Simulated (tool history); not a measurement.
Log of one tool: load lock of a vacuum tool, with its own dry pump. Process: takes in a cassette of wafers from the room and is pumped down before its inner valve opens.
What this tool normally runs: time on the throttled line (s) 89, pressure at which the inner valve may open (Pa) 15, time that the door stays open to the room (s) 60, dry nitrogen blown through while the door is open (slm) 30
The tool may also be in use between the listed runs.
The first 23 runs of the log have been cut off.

run,day,time on the throttled line (s),pressure at which the inner valve may open (Pa),time that the door stays open to the room (s),dry nitrogen blown through while the door is open (slm),"incoming humidity of the room's air, %",time from the closed door until the inner valve may open (s),rise of the pressure with all valves shut (Pa/min)
24,193.783,120,15,60,20,45.0,165.0,0.107
25,198.962,120,15,60,20,47.0,164.2,0.113
26,206.196,89,12,93,6,45.5,140.4,0.135
27,216.192,89,15,160,30,47.0,136.3,0.128
28,224.654,136,16,60,30,42.8,178.7,0.106
29,231.925,136,16,60,30,41.3,176.3,0.106
30,238.338,136,16,60,30,43.3,178.3,0.106
31,247.296,125,20,163,31,43.7,167.4,0.127
32,253.633,58,20,85,38,42.6,109.2,0.106
33,263.858,89,15,49,26,46.9,137.4,0.111
34,274.488,89,15,49,26,48.8,138.1,0.109
35,281.262,88,22,60,30,49.4,134.0,0.121
36,285.954,100,12,60,30,43.9,148.1,0.114
37,296.250,47,15,60,30,43.7,101.6,0.115
38,306.083,89,17,39,8,45.4,136.2,0.131

3 ways to go on from here, each from the tool as it stands after run 38. What would each give?
A,312.854,89,15,60,30,44.9,?,?
B,312.854,85,17,62,15,44.9,?,?
C,312.854,104,15,60,16,45.9,?,?

run,time from the closed door until the inner valve may open (s),rise of the pressure with all valves shut (Pa/min)
A,139.5,0.120
B,135.4,0.135
C,152.1,0.136
What these runs would have given with no unlogged condition in the tool:
run,time from the closed door until the inner valve may open (s),rise of the pressure with all valves shut (Pa/min)
A,137.3,0.037
B,133.1,0.053
C,150.0,0.055

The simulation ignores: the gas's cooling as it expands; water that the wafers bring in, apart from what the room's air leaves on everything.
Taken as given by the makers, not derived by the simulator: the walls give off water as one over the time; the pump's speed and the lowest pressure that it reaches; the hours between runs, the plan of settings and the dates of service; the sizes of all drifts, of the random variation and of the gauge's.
